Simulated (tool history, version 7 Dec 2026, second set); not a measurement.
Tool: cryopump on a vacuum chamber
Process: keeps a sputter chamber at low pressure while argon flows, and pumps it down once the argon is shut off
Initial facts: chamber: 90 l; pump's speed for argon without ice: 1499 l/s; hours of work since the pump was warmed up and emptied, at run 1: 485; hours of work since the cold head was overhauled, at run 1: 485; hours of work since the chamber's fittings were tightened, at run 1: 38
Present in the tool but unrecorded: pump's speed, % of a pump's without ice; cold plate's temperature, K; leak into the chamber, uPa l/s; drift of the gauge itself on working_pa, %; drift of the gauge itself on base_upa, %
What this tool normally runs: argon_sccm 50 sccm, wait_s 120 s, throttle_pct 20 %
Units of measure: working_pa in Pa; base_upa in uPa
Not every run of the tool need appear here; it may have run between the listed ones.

| run | hour | argon_sccm | wait_s | throttle_pct | hours of work since the pump was warmed up and emptied | hours of work since the cold head was overhauled | hours of work since the chamber's fittings were tightened | working_pa | base_upa |
|---|---|---|---|---|---|---|---|---|---|
| 1 | 0 | 50 | 120 | 20 | 485 | 485 | 38 | 0.2987 | 0.72 |
| 2 | 14.7 | 50 | 120 | 20 | 491 | 491 | 44 | 0.2988 | 0.77 |
| 3 | 36.8 | 50 | 120 | 20 | 501 | 501 | 54 | 0.3 | 0.76 |
| 4 | 56 | 50 | 112 | 20 | 510 | 510 | 63 | 0.2975 | 0.81 |
| 5 | 68.4 | 50 | 112 | 20 | 515 | 515 | 68 | 0.3004 | 0.84 |
| 6 | 85.8 | 50 | 112 | 20 | 523 | 523 | 76 | 0.2987 | 0.82 |
| 7 | 99.6 | 50 | 112 | 20 | 529 | 529 | 82 | 0.302 | 0.83 |

Run 8 comes next. What will it give?
| 8 | 116.1 | 45 | 120 | 41 | 537 | 537 | 89 | ? | ? |

working_pa: 0.1404 Pa
base_upa: 0.81 uPa
With the hidden condition absent and the run-to-run variation left alone, this run would have shown working_pa 0.1236 Pa, base_upa 0.59 uPa.

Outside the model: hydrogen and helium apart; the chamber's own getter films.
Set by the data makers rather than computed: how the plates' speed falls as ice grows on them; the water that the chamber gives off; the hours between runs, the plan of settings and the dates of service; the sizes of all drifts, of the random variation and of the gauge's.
